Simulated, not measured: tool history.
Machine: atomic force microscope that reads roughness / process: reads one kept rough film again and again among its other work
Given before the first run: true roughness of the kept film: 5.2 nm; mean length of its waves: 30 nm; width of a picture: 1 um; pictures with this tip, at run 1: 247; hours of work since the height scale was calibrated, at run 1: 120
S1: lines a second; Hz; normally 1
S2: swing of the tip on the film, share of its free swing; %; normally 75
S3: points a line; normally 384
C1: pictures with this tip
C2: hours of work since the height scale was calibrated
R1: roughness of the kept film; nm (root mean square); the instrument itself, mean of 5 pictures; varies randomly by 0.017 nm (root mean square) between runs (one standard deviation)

Run 1, hour 0: usual settings; C1 247; C2 120. Result: R1 4.087 nm (root mean square).
Run 2, hour 13.7: usual settings; C1 279; C2 129. Result: R1 4.102 nm (root mean square).
Run 3, hour 25.8: usual settings; C1 308; C2 138. Result: R1 4.087 nm (root mean square).
Run 4, hour 36.3: usual settings but S3 883; C1 332; C2 145. Result: R1 4.093 nm (root mean square).
Run 5, hour 45.1: usual settings but S3 435; C1 353; C2 151. Result: R1 4.083 nm (root mean square).
Run 6, hour 55.8: usual settings but S3 435; C1 378; C2 158. Result: R1 4.137 nm (root mean square).
At hour 66.9: new tip fitted.
Run 7, hour 68.6: usual settings but S3 435; C1 4; C2 167. Result: R1 4.124 nm (root mean square).
Run 8, hour 85.6: usual settings but S1 3.86 Hz; C1 44; C2 178. Result: R1 3.879 nm (root mean square).
Run 9, hour 100.9: usual settings but S1 3.86 Hz; C1 80; C2 189. Result: R1 3.888 nm (root mean square).
Run 10, hour 111.2: usual settings but S1 3.86 Hz; C1 104; C2 196. Result: R1 3.845 nm (root mean square).
Run 11, hour 126.9: usual settings but S1 3.86 Hz; C1 140; C2 207. Result: R1 3.884 nm (root mean square).
Run 12, hour 138.9: usual settings but S3 892; C1 169; C2 215. Result: R1 4.143 nm (root mean square).
Run 13, hour 149.7: usual settings but S1 1.38 Hz; C1 194; C2 223. Result: R1 4.1 nm (root mean square).
Run 14, hour 163.8: usual settings; C1 227; C2 232. Result: R1 4.099 nm (root mean square).
Run 15, hour 176.1: usual settings; C1 256; C2 241. Result: R1 4.104 nm (root mean square).
Run 16, hour 185.8: usual settings; C1 279; C2 248. Result: R1 4.096 nm (root mean square).
Run 17, hour 200.2: usual settings but S3 513; C1 312; C2 257. Result: R1 4.103 nm (root mean square).
Run 18, hour 208.4: usual settings but S3 513; C1 332; C2 263. Result: R1 4.115 nm (root mean square).
Run 19, hour 225.2: usual settings but S3 513; C1 371; C2 275. Result: R1 4.106 nm (root mean square).
At hour 239.2: new tip fitted.
Run 20, hour 245.2: usual settings but S3 513; C1 14; C2 288. Result: R1 4.125 nm (root mean square).
Run 21, hour 263.7: usual settings; C1 57; C2 301. Result: R1 4.105 nm (root mean square).
Run 22, hour 283.9: usual settings; C1 104; C2 315. Result: R1 4.109 nm (root mean square).
Run 23, hour 296.6: usual settings; C1 134; C2 324. Result: R1 4.104 nm (root mean square).
Run 24, hour 310.6: usual settings but S3 351; C1 167; C2 333. Result: R1 4.088 nm (root mean square).
Run 25, hour 319.8: usual settings; C1 188; C2 340. Result: R1 4.08 nm (root mean square).
Run 26, hour 337.8: usual settings; C1 231; C2 352. Result: R1 4.111 nm (root mean square).
Run 27, hour 352.7: usual settings; C1 266; C2 362. Result: R1 4.091 nm (root mean square).
Run 28, hour 361.7: usual settings; C1 287; C2 369. Result: R1 4.101 nm (root mean square).
Run 29, hour 371.5: usual settings; C1 310; C2 375. Result: R1 4.093 nm (root mean square).
Run 30, hour 381.4: usual settings but S2 72 %, S3 400; C1 333; C2 382. Result: R1 4.077 nm (root mean square).
Run 31, hour 400.9: usual settings but S1 1.1 Hz, S3 568; C1 379; C2 396. Result: R1 4.141 nm (root mean square).
At hour 410.8: new tip fitted.
Run 32, hour 414: usual settings but S2 89 %, S3 476; C1 7; C2 404. Result: R1 3.998 nm (root mean square).
Run 33, hour 426.5: usual settings but S2 77 %, S3 503; C1 36; C2 413. Result: R1 4.068 nm (root mean square).
Run 34, hour 441.4: usual settings but S2 77 %, S3 503; C1 71; C2 423. Result: R1 4.113 nm (root mean square).
Run 35, hour 450.3: usual settings but S1 3.02 Hz; C1 92; C2 429. Result: R1 3.894 nm (root mean square).
Run 36, hour 465.5: usual settings but S1 1.55 Hz, S3 312; C1 128; C2 440. Result: R1 4.028 nm (root mean square).
Run 37, hour 476: usual settings but S1 0.64 Hz, S2 76 %, S3 417; C1 152; C2 447. Result: R1 4.116 nm (root mean square).
Run 38, hour 488.4: usual settings but S1 2.42 Hz, S2 76 %, S3 806; C1 181; C2 455. Result: R1 4.018 nm (root mean square).
Run 39, hour 499: usual settings but S1 2.42 Hz, S2 76 %, S3 806; C1 206; C2 463. Result: R1 3.987 nm (root mean square).
Run 40, hour 515.5: usual settings but S1 2.42 Hz, S2 76 %, S3 806; C1 245; C2 474. Result: R1 3.972 nm (root mean square).
Run 41, hour 527.9: usual settings but S1 2.42 Hz, S2 76 %, S3 806; C1 274; C2 483. Result: R1 3.967 nm (root mean square).
Run 42, hour 545.4: usual settings but S1 2.42 Hz, S2 76 %, S3 806; C1 315; C2 495. Result: R1 3.99 nm (root mean square).
Run 43, hour 557.9: usual settings but S1 0.7 Hz, S2 67 %, S3 445; C1 344; C2 503. Result: R1 4.176 nm (root mean square).
Run 44, hour 575.1: usual settings but S1 1.19 Hz, S3 264; C1 385; C2 515. Result: R1 4.045 nm (root mean square).
At hour 582: new tip fitted.
Run 45, hour 589.1: usual settings but S1 0.66 Hz, S3 791; C1 17; C2 525. Result: R1 4.171 nm (root mean square).
Run 46, hour 600.4: usual settings but S1 0.6 Hz, S2 68 %; C1 43; C2 532. Result: R1 4.165 nm (root mean square).
Run 47, hour 617: usual settings but S1 0.6 Hz, S2 68 %; C1 82; C2 544. Result: R1 4.163 nm (root mean square).
Run 48, hour 636.4: usual settings but S2 86 %, S3 493; C1 127; C2 557. Result: R1 4.08 nm (root mean square).
Run 49, hour 654.9: usual settings but S1 2.26 Hz, S2 57 %, S3 493; C1 171; C2 570. Result: R1 4.132 nm (root mean square).
Run 50, hour 663.3: usual settings but S1 2.26 Hz, S2 57 %, S3 493; C1 190; C2 576. Result: R1 4.12 nm (root mean square).
Run 51, hour 671.9: usual settings but S1 2.26 Hz, S2 57 %, S3 493; C1 211; C2 582. Result: R1 4.114 nm (root mean square).
Run 52, hour 684.2: usual settings but S2 67 %; C1 239; C2 590. Result: R1 4.129 nm (root mean square).
Run 53, hour 695.7: usual settings but S1 1.05 Hz; C1 266; C2 598. Result: R1 4.094 nm (root mean square).
Run 54, hour 710.9: usual settings but S1 1.05 Hz; C1 302; C2 609. Result: R1 4.103 nm (root mean square).

3 options for the next run, each taken on its own from the tool as it stands now. Forecast them:
Run A, hour 725.2: usual settings but S2 90 %; C1 335; C2 618. Result: R1 ?.
Run B, hour 725.2: usual settings but S1 1.16 Hz, S2 62 %, S3 953; C1 335; C2 618. Result: R1 ?.
Run C, hour 725.2: usual settings; C1 335; C2 618. Result: R1 ?.

run     R1
  A  4.023
  B  4.185
  C  4.072
Had the tool no hidden state, the same runs would have come out as:
run     R1
  A  4.039
  B  4.202
  C  4.088

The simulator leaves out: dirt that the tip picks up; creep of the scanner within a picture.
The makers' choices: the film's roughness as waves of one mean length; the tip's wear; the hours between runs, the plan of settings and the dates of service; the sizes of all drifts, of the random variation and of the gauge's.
